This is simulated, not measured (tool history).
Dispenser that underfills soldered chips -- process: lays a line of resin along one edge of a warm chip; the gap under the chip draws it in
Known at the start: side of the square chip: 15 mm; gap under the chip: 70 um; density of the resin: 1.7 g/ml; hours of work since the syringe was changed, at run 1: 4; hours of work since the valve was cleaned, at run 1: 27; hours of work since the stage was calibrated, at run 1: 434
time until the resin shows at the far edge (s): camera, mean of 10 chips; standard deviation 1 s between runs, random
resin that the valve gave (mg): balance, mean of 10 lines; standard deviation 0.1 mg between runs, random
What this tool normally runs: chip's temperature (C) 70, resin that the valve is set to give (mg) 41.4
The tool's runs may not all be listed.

| run | hour | chip's temperature (C) | resin that the valve is set to give (mg) | hours of work since the syringe was changed | hours of work since the valve was cleaned | hours of work since the stage was calibrated | time until the resin shows at the far edge (s) | resin that the valve gave (mg) |
|---|---|---|---|---|---|---|---|---|
| 1 | 0.0 | 70 | 41.4 | 4 | 27 | 434 | 124.1 | 41.01 |
|  | 2.6 | new syringe of resin |
|  | 10.3 | new syringe of resin |
| 2 | 14.8 | 70 | 41.4 | 3 | 37 | 445 | 121.9 | 40.73 |
|  | 17.8 | new syringe of resin |
|  | 24.0 | dispensing valve cleaned and set on the balance |
|  | 26.8 | new syringe of resin |
| 3 | 33.7 | 70 | 41.4 | 5 | 7 | 457 | 131.3 | 41.28 |
|  | 35.0 | new syringe of resin |
|  | 43.1 | new syringe of resin |
| 4 | 48.3 | 70 | 41.4 | 4 | 17 | 468 | 124.6 | 41.20 |
|  | 51.0 | new syringe of resin |
| 5 | 56.6 | 70 | 41.4 | 4 | 23 | 473 | 127.3 | 41.06 |
|  | 59.1 | new syringe of resin |
|  | 67.2 | new syringe of resin |
| 6 | 72.8 | 70 | 41.4 | 4 | 34 | 485 | 127.7 | 40.96 |

Predict the results of run 7:
|  | 75.6 | new syringe of resin |
|  | 83.2 | new syringe of resin |
|  | 86.4 | dispensing valve cleaned and set on the balance |
| 7 | 90.6 | 70 | 36.0 | 5 | 3 | 496 | ? | ? |

For run 7 the tool returned time until the resin shows at the far edge (s) 136.3, resin that the valve gave (mg) 36.21.
If the tool had no hidden condition, the same run with the same run-to-run variation would have returned time until the resin shows at the far edge (s) 97.5, resin that the valve gave (mg) 36.17.
